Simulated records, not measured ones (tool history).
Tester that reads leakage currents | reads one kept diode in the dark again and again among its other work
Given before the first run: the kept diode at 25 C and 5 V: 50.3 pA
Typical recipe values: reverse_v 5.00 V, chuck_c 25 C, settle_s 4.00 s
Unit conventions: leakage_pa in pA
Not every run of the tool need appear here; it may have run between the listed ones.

run	hour	reverse_v	chuck_c	settle_s	leakage_pa
1	0.0	5.00	25	4.00	58.97
2	15.8	4.24	25	4.00	56.05
3	41.6	4.24	25	4.00	56.09
4	58.3	5.00	25	4.00	59.89
5	71.8	5.00	25	4.00	59.81
6	100.4	5.36	25	4.00	61.96
7	118.6	5.36	25	4.00	61.50
8	150.1	5.00	25	4.00	60.65
9	169.3	5.00	25	4.00	60.46
10	194.5	5.00	25	4.00	60.44
11	221.3	11.14	25	4.00	82.03
12	236.6	11.14	25	4.00	82.20
13	251.8	11.14	25	4.00	82.37
14	269.2	11.14	25	4.00	82.74
15	289.8	11.14	25	4.00	82.87
16	320.8	11.14	25	4.00	83.63
17	349.0	11.14	25	0.46	89.45
18	381.2	5.00	25	4.00	54.68
19	408.7	1.01	25	4.00	32.12
20	435.5	9.58	22	0.74	60.43
21	460.0	2.00	30	0.74	58.15
22	484.6	3.63	30	7.48	70.32
23	501.7	1.07	30	0.33	48.51
24	524.5	1.07	30	1.28	47.84
25	547.5	3.18	38	0.36	120.60
26	563.7	3.18	38	0.36	120.57
27	584.2	1.43	30	3.42	52.72
28	603.0	5.00	25	0.46	59.20
29	632.2	2.49	40	0.95	126.70
30	645.3	1.02	25	4.00	33.11
31	671.2	12.39	32	0.69	131.15
32	696.3	1.24	51	2.36	210.58
33	717.7	16.05	49	0.39	424.50
34	744.6	7.82	55	4.52	479.47
35	766.1	7.82	23	4.52	59.96

Missing from the log above: 1 entry noted between runs. For each, name the pair of listed runs it sits between and say how the tool's hidden condition differs from the listed run just before to the listed run just after:
Between runs 17 and 18: chuck's temperature calibrated (hour 380.6)
  stray current of the dirty probe card, pA a volt: 0.82 -> 0.827; current scale over the true one, %: 0.13 -> 0.14; true chuck temperature over the reading, C: 1.88 -> -0.05
  measured result minus the result with no hidden state, leakage_pa: +18.78 -> +3.92 pA
